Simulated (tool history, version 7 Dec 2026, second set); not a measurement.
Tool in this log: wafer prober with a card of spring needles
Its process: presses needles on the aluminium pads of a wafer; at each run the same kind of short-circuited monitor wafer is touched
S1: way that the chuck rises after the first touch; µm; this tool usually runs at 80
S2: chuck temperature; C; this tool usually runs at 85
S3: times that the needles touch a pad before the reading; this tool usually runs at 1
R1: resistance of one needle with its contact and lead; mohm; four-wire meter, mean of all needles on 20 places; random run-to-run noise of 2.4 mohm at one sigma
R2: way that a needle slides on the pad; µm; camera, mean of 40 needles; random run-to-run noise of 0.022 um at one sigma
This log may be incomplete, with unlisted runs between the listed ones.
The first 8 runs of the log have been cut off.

{"hour": 68.5, "done": "tips cleaned on abrasive film"}
{"run": 9, "hour": 77.2, "S1": 80, "S2": 54, "S3": 1, "R1": 307, "R2": 17.93}
{"hour": 83.6, "done": "tips cleaned on abrasive film"}
{"run": 10, "hour": 86.5, "S1": 80, "S2": 85, "S3": 1, "R1": 292, "R2": 17.88}
{"run": 11, "hour": 95.6, "S1": 80, "S2": 85, "S3": 1, "R1": 326, "R2": 17.87}
{"hour": 98.3, "done": "tips cleaned on abrasive film"}
{"run": 12, "hour": 102.1, "S1": 80, "S2": 85, "S3": 1, "R1": 293, "R2": 17.84}
{"run": 13, "hour": 109.4, "S1": 80, "S2": 85, "S3": 1, "R1": 322, "R2": 17.88}
{"hour": 113.0, "done": "tips cleaned on abrasive film"}
{"run": 14, "hour": 116.9, "S1": 80, "S2": 85, "S3": 1, "R1": 303, "R2": 17.81}
{"hour": 127.6, "done": "tips cleaned on abrasive film"}
{"run": 15, "hour": 129.2, "S1": 80, "S2": 76, "S3": 1, "R1": 282, "R2": 17.8}
{"run": 16, "hour": 135.6, "S1": 72, "S2": 85, "S3": 1, "R1": 324, "R2": 16}
{"hour": 142.7, "done": "tips cleaned on abrasive film"}
{"run": 17, "hour": 143.6, "S1": 72, "S2": 85, "S3": 1, "R1": 293, "R2": 15.99}
{"run": 18, "hour": 150.4, "S1": 80, "S2": 85, "S3": 3, "R1": 288, "R2": 17.81}
{"hour": 157.7, "done": "tips cleaned on abrasive film"}
{"run": 19, "hour": 159.5, "S1": 80, "S2": 100, "S3": 3, "R1": 280, "R2": 17.8}
{"hour": 160.5, "done": "height of the first contact set anew"}
{"run": 20, "hour": 166.5, "S1": 80, "S2": 77, "S3": 2, "R1": 297, "R2": 17.73}
{"hour": 173.0, "done": "tips cleaned on abrasive film"}
{"run": 21, "hour": 173.4, "S1": 89, "S2": 85, "S3": 2, "R1": 274, "R2": 19.76}
{"run": 22, "hour": 179.9, "S1": 89, "S2": 85, "S3": 2, "R1": 290, "R2": 19.72}
{"hour": 187.7, "done": "tips cleaned on abrasive film"}
{"run": 23, "hour": 192.2, "S1": 89, "S2": 85, "S3": 2, "R1": 284, "R2": 19.71}
{"run": 24, "hour": 198.5, "S1": 66, "S2": 85, "S3": 3, "R1": 303, "R2": 14.51}
{"hour": 202.8, "done": "tips cleaned on abrasive film"}
{"run": 25, "hour": 204.8, "S1": 80, "S2": 38, "S3": 1, "R1": 276, "R2": 17.66}
{"run": 26, "hour": 210.6, "S1": 80, "S2": 38, "S3": 1, "R1": 302, "R2": 17.66}
{"hour": 217.7, "done": "tips cleaned on abrasive film"}
{"run": 27, "hour": 222.0, "S1": 92, "S2": 28, "S3": 3, "R1": 263, "R2": 20.38}
{"hour": 224.3, "done": "height of the first contact set anew, once more"}
{"hour": 232.8, "done": "tips cleaned on abrasive film"}
{"run": 28, "hour": 232.8, "S1": 92, "S2": 28, "S3": 3, "R1": 257, "R2": 20.79}
{"run": 29, "hour": 244.6, "S1": 69, "S2": 36, "S3": 3, "R1": 283, "R2": 15.56}
{"hour": 248.1, "done": "tips cleaned on abrasive film"}
{"run": 30, "hour": 255.8, "S1": 69, "S2": 69, "S3": 1, "R1": 319, "R2": 15.51}
{"hour": 262.7, "done": "tips cleaned on abrasive film"}
{"run": 31, "hour": 266.7, "S1": 69, "S2": 69, "S3": 1, "R1": 301, "R2": 15.54}
{"hour": 277.9, "done": "tips cleaned on abrasive film"}
{"run": 32, "hour": 279.6, "S1": 80, "S2": 27, "S3": 1, "R1": 268, "R2": 18}
{"run": 33, "hour": 289.9, "S1": 80, "S2": 87, "S3": 1, "R1": 322, "R2": 18.01}

Below are 3 alternative next runs, each starting from the tool's condition after run 33. Predict each:
{"hour": 292.9, "done": "tips cleaned on abrasive film"}
{"run": "A", "hour": 300.7, "S1": 80, "S2": 85, "S3": 3, "R1": "?", "R2": "?"}
{"hour": 292.9, "done": "tips cleaned on abrasive film"}
{"run": "B", "hour": 300.7, "S1": 69, "S2": 87, "S3": 1, "R1": "?", "R2": "?"}
{"hour": 292.9, "done": "tips cleaned on abrasive film"}
{"run": "C", "hour": 300.7, "S1": 69, "S2": 98, "S3": 1, "R1": "?", "R2": "?"}

run=A R1=280 R2=17.98
run=B R1=328 R2=15.5
run=C R1=330 R2=15.5
With no hidden state in the tool, these same runs would have given:
run=A R1=265 R2=18.09
run=B R1=276 R2=15.61
run=C R1=279 R2=15.61

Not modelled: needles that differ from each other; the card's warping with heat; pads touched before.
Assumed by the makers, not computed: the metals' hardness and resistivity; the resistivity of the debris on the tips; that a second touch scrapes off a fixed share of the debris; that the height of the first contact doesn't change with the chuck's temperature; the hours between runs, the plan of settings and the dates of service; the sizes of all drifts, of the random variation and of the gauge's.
